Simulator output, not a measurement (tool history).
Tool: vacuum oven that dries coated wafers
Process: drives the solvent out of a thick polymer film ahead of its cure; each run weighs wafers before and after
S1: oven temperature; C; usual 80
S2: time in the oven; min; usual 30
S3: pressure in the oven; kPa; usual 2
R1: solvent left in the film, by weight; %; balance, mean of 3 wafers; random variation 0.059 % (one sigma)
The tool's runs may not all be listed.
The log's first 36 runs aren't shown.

run     day  S1  S2    S3    R1
 37  44.783  71  26  1.61  6.14
 38  45.617  71  26  1.61  6.25
 39  47.196  81  31  5.43  4.45
 40  48.717  80  19   4.9  6.03
 41  50.333  80  30   7.5  5.83
 42  51.796  91  34  1.72  0.97
 43  53.025  70  34  2.11  5.69
 44  53.829  88  18     2  3.01
 45  54.825  74  23  5.33  7.31
 46  55.883  85  46  5.47  2.97

Forecast each of these 3 alternatives for the next run:
  A  57.021  81  22  1.97   ?
  B  57.021  93  38  5.47   ?
  C  57.021  85  35  5.47   ?

run    R1
  A  4.16
  B  1.96
  C  3.34
Without the tool's hidden state the same runs would have given:
run    R1
  A  3.99
  B  1.87
  C  3.19
